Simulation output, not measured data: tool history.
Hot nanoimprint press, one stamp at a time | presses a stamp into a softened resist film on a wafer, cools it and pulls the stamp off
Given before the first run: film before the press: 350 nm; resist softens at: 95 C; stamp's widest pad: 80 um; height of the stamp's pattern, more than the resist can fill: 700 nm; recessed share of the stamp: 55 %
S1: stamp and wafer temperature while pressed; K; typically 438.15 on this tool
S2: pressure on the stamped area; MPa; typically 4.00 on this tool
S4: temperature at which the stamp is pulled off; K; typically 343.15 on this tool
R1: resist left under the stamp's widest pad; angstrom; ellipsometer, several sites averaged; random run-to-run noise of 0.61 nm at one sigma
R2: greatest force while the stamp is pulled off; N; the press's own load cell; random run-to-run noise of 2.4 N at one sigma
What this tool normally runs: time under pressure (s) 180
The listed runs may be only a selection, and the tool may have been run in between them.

{"run": 1, "hour": 0.0, "S1": 438.15, "S2": 4.0, "time under pressure (s)": 180, "S4": 343.15, "R1": 1464, "R2": 108}
{"run": 2, "hour": 58.6, "S1": 438.15, "S2": 6.32, "time under pressure (s)": 180, "S4": 343.15, "R1": 1095, "R2": 112}
{"run": 3, "hour": 114.8, "S1": 438.15, "S2": 6.32, "time under pressure (s)": 180, "S4": 343.15, "R1": 1095, "R2": 108}
{"run": 4, "hour": 179.8, "S1": 438.15, "S2": 6.32, "time under pressure (s)": 180, "S4": 343.15, "R1": 1099, "R2": 107}
{"run": 5, "hour": 267.5, "S1": 438.15, "S2": 6.32, "time under pressure (s)": 180, "S4": 343.15, "R1": 1101, "R2": 109}
{"run": 6, "hour": 327.4, "S1": 438.15, "S2": 4.0, "time under pressure (s)": 180, "S4": 343.15, "R1": 1443, "R2": 110}
{"run": 7, "hour": 371.8, "S1": 438.15, "S2": 4.0, "time under pressure (s)": 180, "S4": 343.15, "R1": 1453, "R2": 111}
{"run": 8, "hour": 424.0, "S1": 438.15, "S2": 4.0, "time under pressure (s)": 180, "S4": 343.15, "R1": 1447, "R2": 108}
{"run": 9, "hour": 511.0, "S1": 438.15, "S2": 4.0, "time under pressure (s)": 180, "S4": 343.15, "R1": 1441, "R2": 109}
{"run": 10, "hour": 558.9, "S1": 438.15, "S2": 4.0, "time under pressure (s)": 180, "S4": 343.15, "R1": 1439, "R2": 113}
{"hour": 593.0, "done": "stamp cleaned and given a new release coat"}
{"run": 11, "hour": 631.3, "S1": 438.15, "S2": 5.18, "time under pressure (s)": 180, "S4": 343.15, "R1": 1247, "R2": 108}
{"hour": 654.5, "done": "plate thermocouple calibrated"}
{"run": 12, "hour": 729.4, "S1": 438.15, "S2": 5.18, "time under pressure (s)": 180, "S4": 343.15, "R1": 1228, "R2": 110}
{"run": 13, "hour": 774.1, "S1": 438.15, "S2": 4.0, "time under pressure (s)": 180, "S4": 343.15, "R1": 1443, "R2": 109}
{"run": 14, "hour": 842.2, "S1": 438.15, "S2": 4.0, "time under pressure (s)": 180, "S4": 343.15, "R1": 1446, "R2": 109}
{"run": 15, "hour": 884.2, "S1": 438.15, "S2": 4.0, "time under pressure (s)": 180, "S4": 343.15, "R1": 1432, "R2": 108}
{"run": 16, "hour": 964.9, "S1": 438.15, "S2": 4.0, "time under pressure (s)": 180, "S4": 343.15, "R1": 1442, "R2": 110}
{"run": 17, "hour": 1048.2, "S1": 438.15, "S2": 4.0, "time under pressure (s)": 180, "S4": 343.15, "R1": 1443, "R2": 112}
{"run": 18, "hour": 1117.6, "S1": 434.15, "S2": 2.85, "time under pressure (s)": 135, "S4": 345.15, "R1": 2174, "R2": 107}
{"run": 19, "hour": 1206.4, "S1": 440.15, "S2": 4.0, "time under pressure (s)": 180, "S4": 328.15, "R1": 1323, "R2": 136}
{"run": 20, "hour": 1283.9, "S1": 440.15, "S2": 4.0, "time under pressure (s)": 180, "S4": 328.15, "R1": 1340, "R2": 139}
{"hour": 1300.7, "done": "plate thermocouple calibrated"}
{"hour": 1327.5, "done": "stamp cleaned and given a new release coat"}
{"run": 21, "hour": 1334.0, "S1": 440.15, "S2": 2.88, "time under pressure (s)": 124, "S4": 328.15, "R1": 1815, "R2": 135}
{"run": 22, "hour": 1375.9, "S1": 438.15, "S2": 4.0, "time under pressure (s)": 91, "S4": 342.15, "R1": 1783, "R2": 113}
{"hour": 1411.3, "done": "press's hydraulic seals changed and the load cell set to zero"}
{"run": 23, "hour": 1441.6, "S1": 438.15, "S2": 4.0, "time under pressure (s)": 91, "S4": 342.15, "R1": 1782, "R2": 107}
{"run": 24, "hour": 1481.3, "S1": 438.15, "S2": 4.0, "time under pressure (s)": 91, "S4": 342.15, "R1": 1772, "R2": 108}
{"run": 25, "hour": 1572.5, "S1": 438.15, "S2": 4.0, "time under pressure (s)": 91, "S4": 342.15, "R1": 1773, "R2": 114}
{"run": 26, "hour": 1662.3, "S1": 426.15, "S2": 2.89, "time under pressure (s)": 180, "S4": 343.15, "R1": 2568, "R2": 108}
{"run": 27, "hour": 1743.3, "S1": 428.15, "S2": 2.82, "time under pressure (s)": 180, "S4": 343.15, "R1": 2449, "R2": 108}
{"run": 28, "hour": 1836.2, "S1": 428.15, "S2": 2.82, "time under pressure (s)": 180, "S4": 343.15, "R1": 2448, "R2": 107}
{"run": 29, "hour": 1884.8, "S1": 430.15, "S2": 3.3, "time under pressure (s)": 180, "S4": 343.15, "R1": 2144, "R2": 108}
{"hour": 1962.9, "done": "plate thermocouple calibrated"}
{"run": 30, "hour": 1966.6, "S1": 431.15, "S2": 4.74, "time under pressure (s)": 294, "S4": 350.15, "R1": 1463, "R2": 95}

Each row is a separate what-if for the run after 30, all from the same tool condition, not one after another. Results?
{"run": "A", "hour": 2053.1, "S1": 429.15, "S2": 4.0, "time under pressure (s)": 239, "S4": 343.15, "R1": "?", "R2": "?"}
{"run": "B", "hour": 2053.1, "S1": 438.15, "S2": 2.59, "time under pressure (s)": 180, "S4": 343.15, "R1": "?", "R2": "?"}
{"run": "C", "hour": 2053.1, "S1": 440.15, "S2": 3.27, "time under pressure (s)": 294, "S4": 330.15, "R1": "?", "R2": "?"}
{"run": "D", "hour": 2053.1, "S1": 449.15, "S2": 4.76, "time under pressure (s)": 106, "S4": 350.15, "R1": "?", "R2": "?"}

run=A R1=1870 R2=110
run=B R1=1807 R2=110
run=C R1=1244 R2=137
run=D R1=1018 R2=97
Take away the tool's hidden state, keep each run's random variation, and the runs would have read:
run=A R1=1911 R2=109
run=B R1=1846 R2=109
run=C R1=1271 R2=136
run=D R1=1040 R2=97

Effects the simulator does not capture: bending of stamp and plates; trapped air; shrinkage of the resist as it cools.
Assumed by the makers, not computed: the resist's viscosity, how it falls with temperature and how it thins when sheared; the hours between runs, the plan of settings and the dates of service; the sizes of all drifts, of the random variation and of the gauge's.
